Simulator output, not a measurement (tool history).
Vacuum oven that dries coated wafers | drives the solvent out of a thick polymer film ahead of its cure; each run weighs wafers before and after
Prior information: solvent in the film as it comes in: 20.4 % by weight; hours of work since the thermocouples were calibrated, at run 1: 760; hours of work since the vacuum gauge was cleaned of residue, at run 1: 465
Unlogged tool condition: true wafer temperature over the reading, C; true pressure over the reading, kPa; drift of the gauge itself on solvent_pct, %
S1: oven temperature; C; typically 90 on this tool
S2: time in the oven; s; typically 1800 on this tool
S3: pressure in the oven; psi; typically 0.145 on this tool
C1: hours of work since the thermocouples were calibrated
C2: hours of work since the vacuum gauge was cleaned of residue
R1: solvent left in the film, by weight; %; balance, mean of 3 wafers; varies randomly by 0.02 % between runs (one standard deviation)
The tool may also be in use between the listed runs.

run   hour   S1    S2     S3   C1   C2     R1
  1      0   90  1800  0.145  760  465   4.92
  2    7.6   90  1800  0.145  766  470   4.87
  3   18.3   90  1800  0.145  773  478   4.92
  4   28.7   90  1800  0.145  780  485   4.89
  5   42.8   90  1800  0.145  790  495   4.89
  6   50.5   90  2640  0.145  795  500   2.89
  7   64.4   90  1800  0.145  805  509   4.88
  8   75.6   90  1200  0.145  812  517   7.29
  9   84.8   90  1200  0.145  819  523   7.26
 10  102.4   90  1200  0.145  831  535   7.29
 11    112   90  1200  0.145  837  542   7.26
 12  120.5   90  1200  0.145  843  548   7.26
 13  130.8   94  1200  0.129  850  555   5.71
 14  141.4  101  1080  0.129  858  562   3.79
 15  151.8  101  2280  0.238  865  569   1.07
 16  161.3   75  1800  0.318  871  576  11.18
 17  172.3   75  1800  0.318  879  584  11.11
 18  179.4   79  1140   0.31  884  588  11.79
 19  194.2   78  1020   0.31  894  599  12.67

Predict the results of run 20:
 20  209.7  96  900  0.086  904  609   ?

R1: 6.59 %
With no hidden state in the tool, this same run would have given R1 6.6 %.
